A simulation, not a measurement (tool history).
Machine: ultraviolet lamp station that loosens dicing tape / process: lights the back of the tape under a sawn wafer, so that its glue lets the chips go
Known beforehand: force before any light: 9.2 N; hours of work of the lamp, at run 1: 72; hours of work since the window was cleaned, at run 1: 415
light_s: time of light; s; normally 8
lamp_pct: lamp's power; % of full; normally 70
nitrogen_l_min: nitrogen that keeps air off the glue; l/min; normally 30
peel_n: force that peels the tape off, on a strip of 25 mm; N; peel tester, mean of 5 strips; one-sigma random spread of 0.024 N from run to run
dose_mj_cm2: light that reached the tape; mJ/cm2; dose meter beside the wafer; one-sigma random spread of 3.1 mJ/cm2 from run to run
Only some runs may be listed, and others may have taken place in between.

run   hour  light_s  lamp_pct  nitrogen_l_min  hours of work of the lamp  hours of work since the window was cleaned  peel_n  dose_mj_cm2
  1    0.0        8        70              30                         72                                         415   1.194          475
  2   11.4        8        70              30                         77                                         421   1.186          477
      19.7  -- window cleaned of glue's vapour
  3   23.2        8        70              30                         83                                           2   1.188          472
  4   34.5        8        99              30                         88                                           7   0.552          678
  5   43.0        8        99              30                         92                                          11   0.553          665
  6   47.9        8        99              30                         94                                          13   0.566          670
  7   57.7        8        99              30                         99                                          18   0.543          673
  8   63.9        8        70              30                        102                                          21   1.223          479
  9   73.7        8        70              30                        106                                          25   1.176          476
 10   81.6        8        70              30                        110                                          29   1.194          481
 11   90.7        8        70              32                        114                                          33   1.125          475
 12  101.5        8        70              32                        119                                          38   1.127          475
 13  107.3        5        70              30                        122                                          41   2.465          300
 14  118.3        5        70              30                        127                                          46   2.482          298
 15  127.7        5        70              30                        131                                          50   2.589          298
 16  137.9        5        70              30                        136                                          55   2.419          297
 17  145.3        5        70              11                        139                                          58   3.887          296
 18  156.1        8        70              30                        144                                          63   1.192          470
 19  164.4        8        89              30                        148                                          67   0.706          603
 20  171.1        8        89              30                        151                                          70   0.703          605
 21  182.1        8        70              30                        156                                          75   1.176          476
 22  188.9        8        70              30                        160                                          78   1.191          481
 23  196.2        8        70              30                        163                                          82   1.188          479
 24  204.9        8        82              30                        167                                          86   0.857          556
 25  212.9        8        82              30                        171                                          90   0.858          556
 26  220.9        8        82              30                        174                                          93   0.819          558
 27  229.3        8        73              33                        178                                          97   1.006          491
 28  237.4        8        78              33                        182                                         101   0.880          523
 29  246.6        8        78              33                        186                                         105   0.872          530
 30  256.1       14        61              23                        191                                         110   0.589          718
 31  263.3       14        61              23                        194                                         113   0.558          723
 32  274.0        4        89              23                        199                                         118   2.783          297
 33  284.9        4        89              23                        204                                         123   2.745          301
 34  293.7        5        72              30                        208                                         127   2.482          306
 35  299.6        8        62              13                        211                                         130   2.498          418
 36  311.0       15        81              30                        216                                         135   0.171         1032
 37  322.9       11        83              24                        222                                         141   0.466          783

Predict the results of run 38:
 38  334.5        8        61              12                        227                                         146       ?            ?

{"run 38": {"peel_n": 2.602, "dose_mj_cm2": 414}}
With no hidden state in the tool, this same run would have given peel_n 2.599 N, dose_mj_cm2 414 mJ/cm2.
